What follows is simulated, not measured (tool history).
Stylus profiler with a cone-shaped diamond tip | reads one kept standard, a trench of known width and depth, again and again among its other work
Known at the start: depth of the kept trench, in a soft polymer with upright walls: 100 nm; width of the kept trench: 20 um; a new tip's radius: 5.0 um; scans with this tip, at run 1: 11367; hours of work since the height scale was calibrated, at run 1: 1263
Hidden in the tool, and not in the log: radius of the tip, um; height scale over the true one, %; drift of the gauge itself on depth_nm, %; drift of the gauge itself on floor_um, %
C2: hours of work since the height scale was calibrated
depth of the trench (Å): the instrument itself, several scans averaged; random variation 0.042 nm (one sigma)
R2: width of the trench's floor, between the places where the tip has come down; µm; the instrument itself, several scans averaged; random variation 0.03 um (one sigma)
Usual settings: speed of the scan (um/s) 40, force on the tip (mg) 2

Run 1, day 0: usual settings; scans with this tip 11367; C2 1263. Result: depth of the trench (Å) 1002.9, R2 17.26 µm.
Run 2, day 1.921: usual settings; scans with this tip 11657; C2 1295. Result: depth of the trench (Å) 1002.4, R2 17.22 µm.
Run 3, day 3.908: usual settings but force on the tip (mg) 0.93; scans with this tip 11958; C2 1329. Result: depth of the trench (Å) 999.7, R2 17.1 µm.
Run 4, day 6.429: usual settings but force on the tip (mg) 1.43; scans with this tip 12339; C2 1371. Result: depth of the trench (Å) 1000, R2 17.23 µm.
Run 5, day 8.483: usual settings but force on the tip (mg) 1.01; scans with this tip 12650; C2 1406. Result: depth of the trench (Å) 999.8, R2 17.08 µm.
Run 6, day 10.179: usual settings but force on the tip (mg) 3.14; scans with this tip 12907; C2 1434. Result: depth of the trench (Å) 1004.1, R2 17.25 µm.
Run 7, day 12.067: usual settings but speed of the scan (um/s) 18, force on the tip (mg) 3.14; scans with this tip 13192; C2 1466. Result: depth of the trench (Å) 1003.5, R2 17.36 µm.
Run 8, day 13.679: usual settings but speed of the scan (um/s) 14; scans with this tip 13436; C2 1493. Result: depth of the trench (Å) 1001.9, R2 17.31 µm.
Run 9, day 14.75: usual settings but speed of the scan (um/s) 134; scans with this tip 13598; C2 1511. Result: depth of the trench (Å) 1001.9, R2 16.56 µm.
Run 10, day 16.696: usual settings but speed of the scan (um/s) 134; scans with this tip 13893; C2 1544. Result: depth of the trench (Å) 1001.4, R2 16.58 µm.
Run 11, day 18.221: usual settings but speed of the scan (um/s) 134; scans with this tip 14123; C2 1569. Result: depth of the trench (Å) 1001.8, R2 16.57 µm.
Run 12, day 19.612: usual settings but force on the tip (mg) 0.95; scans with this tip 14334; C2 1593. Result: depth of the trench (Å) 998.9, R2 17.1 µm.
Run 13, day 22.133: usual settings but speed of the scan (um/s) 22; scans with this tip 14715; C2 1635. Result: depth of the trench (Å) 1001.7, R2 17.21 µm.
Run 14, day 23.588: usual settings but speed of the scan (um/s) 22; scans with this tip 14935; C2 1660. Result: depth of the trench (Å) 1001.9, R2 17.28 µm.
Run 15, day 25.067: usual settings but speed of the scan (um/s) 22; scans with this tip 15159; C2 1684. Result: depth of the trench (Å) 1001, R2 17.26 µm.
Run 16, day 26.438: usual settings but speed of the scan (um/s) 22; scans with this tip 15366; C2 1707. Result: depth of the trench (Å) 1000.9, R2 17.23 µm.
Run 17, day 29.042: usual settings but speed of the scan (um/s) 22; scans with this tip 15761; C2 1751. Result: depth of the trench (Å) 1000.5, R2 17.19 µm.
Run 18, day 30.4: usual settings; scans with this tip 15966; C2 1774. Result: depth of the trench (Å) 1001.1, R2 17.1 µm.
Run 19, day 31.588: usual settings; scans with this tip 16146; C2 1794. Result: depth of the trench (Å) 1000.8, R2 17.07 µm.
Run 20, day 33.55: usual settings; scans with this tip 16442; C2 1827. Result: depth of the trench (Å) 1000.2, R2 17.05 µm.
Run 21, day 35.521: usual settings; scans with this tip 16740; C2 1860. Result: depth of the trench (Å) 1000.8, R2 17.05 µm.
Run 22, day 37.896: usual settings; scans with this tip 17100; C2 1900. Result: depth of the trench (Å) 1000.9, R2 17.04 µm.
At day 38.362: height scale calibrated on a step standard.
Run 23, day 40.492: usual settings but force on the tip (mg) 2.79; scans with this tip 17489; C2 36. Result: depth of the trench (Å) 1007.8, R2 17.11 µm.
Run 24, day 42.483: usual settings but speed of the scan (um/s) 45, force on the tip (mg) 1.47; scans with this tip 17790; C2 69. Result: depth of the trench (Å) 1004.4, R2 16.92 µm.
Run 25, day 43.925: usual settings but speed of the scan (um/s) 113, force on the tip (mg) 1.66; scans with this tip 18008; C2 94. Result: depth of the trench (Å) 1005, R2 16.47 µm.
Run 26, day 46.129: usual settings but speed of the scan (um/s) 113, force on the tip (mg) 1.66; scans with this tip 18342; C2 131. Result: depth of the trench (Å) 1005.6, R2 16.57 µm.
Run 27, day 47.383: usual settings but speed of the scan (um/s) 12, force on the tip (mg) 0.95; scans with this tip 18532; C2 152. Result: depth of the trench (Å) 1003.8, R2 17.2 µm.
Run 28, day 48.771: usual settings but speed of the scan (um/s) 30, force on the tip (mg) 1.28; scans with this tip 18742; C2 175. Result: depth of the trench (Å) 1004.4, R2 16.99 µm.
Run 29, day 50.946: usual settings but speed of the scan (um/s) 141, force on the tip (mg) 3.35; scans with this tip 19071; C2 212. Result: depth of the trench (Å) 1008.6, R2 16.54 µm.
Run 30, day 52.175: usual settings but speed of the scan (um/s) 27, force on the tip (mg) 4.09; scans with this tip 19257; C2 232. Result: depth of the trench (Å) 1009.7, R2 17.03 µm.
Run 31, day 53.296: usual settings but speed of the scan (um/s) 123, force on the tip (mg) 5.57; scans with this tip 19426; C2 251. Result: depth of the trench (Å) 1013, R2 16.78 µm.
Run 32, day 55.5: usual settings but speed of the scan (um/s) 123, force on the tip (mg) 5.57; scans with this tip 19760; C2 288. Result: depth of the trench (Å) 1012, R2 16.73 µm.
Run 33, day 56.808: usual settings but speed of the scan (um/s) 85, force on the tip (mg) 3.56; scans with this tip 19958; C2 310. Result: depth of the trench (Å) 1008.5, R2 16.79 µm.
Run 34, day 58.367: usual settings but speed of the scan (um/s) 13, force on the tip (mg) 0.97; scans with this tip 20194; C2 336. Result: depth of the trench (Å) 1002.5, R2 17.1 µm.
Run 35, day 59.867: usual settings but speed of the scan (um/s) 23, force on the tip (mg) 1.32; scans with this tip 20420; C2 362. Result: depth of the trench (Å) 1003.2, R2 16.97 µm.
Run 36, day 61.946: usual settings but speed of the scan (um/s) 35, force on the tip (mg) 3.7; scans with this tip 20735; C2 396. Result: depth of the trench (Å) 1008.7, R2 17 µm.
Run 37, day 63.433: usual settings but speed of the scan (um/s) 35, force on the tip (mg) 3.7; scans with this tip 20960; C2 421. Result: depth of the trench (Å) 1008.3, R2 16.98 µm.
Run 38, day 65.567: usual settings but speed of the scan (um/s) 79, force on the tip (mg) 2.36; scans with this tip 21283; C2 457. Result: depth of the trench (Å) 1005.4, R2 16.68 µm.
Run 39, day 66.917: usual settings but speed of the scan (um/s) 32, force on the tip (mg) 1.65; scans with this tip 21487; C2 480. Result: depth of the trench (Å) 1003.7, R2 16.95 µm.
Run 40, day 68.154: usual settings but speed of the scan (um/s) 87, force on the tip (mg) 1.83; scans with this tip 21674; C2 501. Result: depth of the trench (Å) 1003.5, R2 16.58 µm.
Run 41, day 69.488: usual settings but speed of the scan (um/s) 56, force on the tip (mg) 4.37; scans with this tip 21876; C2 523. Result: depth of the trench (Å) 1008.8, R2 16.89 µm.
Run 42, day 70.942: usual settings but speed of the scan (um/s) 141, force on the tip (mg) 2.96; scans with this tip 22096; C2 548. Result: depth of the trench (Å) 1006.6, R2 16.43 µm.
Run 43, day 73.162: usual settings but speed of the scan (um/s) 95, force on the tip (mg) 0.93; scans with this tip 22431; C2 585. Result: depth of the trench (Å) 1001.2, R2 16.22 µm.
Run 44, day 74.325: usual settings but speed of the scan (um/s) 95, force on the tip (mg) 0.93; scans with this tip 22608; C2 605. Result: depth of the trench (Å) 1001.7, R2 16.24 µm.
Run 45, day 76.867: usual settings but speed of the scan (um/s) 12, force on the tip (mg) 2.05; scans with this tip 22992; C2 647. Result: depth of the trench (Å) 1004.2, R2 16.94 µm.
Run 46, day 79.212: usual settings but speed of the scan (um/s) 131, force on the tip (mg) 1.42; scans with this tip 23347; C2 687. Result: depth of the trench (Å) 1002.4, R2 16.12 µm.

Forecast each of these 3 alternatives for the next run:
Run A, day 80.425: usual settings but speed of the scan (um/s) 23, force on the tip (mg) 0.97; scans with this tip 23530; C2 707. Result: depth of the trench (Å) ?, R2 ?.
Run B, day 80.425: usual settings but speed of the scan (um/s) 80, force on the tip (mg) 4.01; scans with this tip 23530; C2 707. Result: depth of the trench (Å) ?, R2 ?.
Run C, day 80.425: usual settings but speed of the scan (um/s) 100, force on the tip (mg) 4.16; scans with this tip 23530; C2 707. Result: depth of the trench (Å) ?, R2 ?.

run  depth of the trench (Å)     R2
  A                   1001.2  16.85
  B                   1008.2  16.69
  C                   1007.9  16.56
Without the tool's hidden state the same runs would have given:
run  depth of the trench (Å)     R2
  A                   1003.8  17.81
  B                   1010.9  17.64
  C                   1010.6  17.51
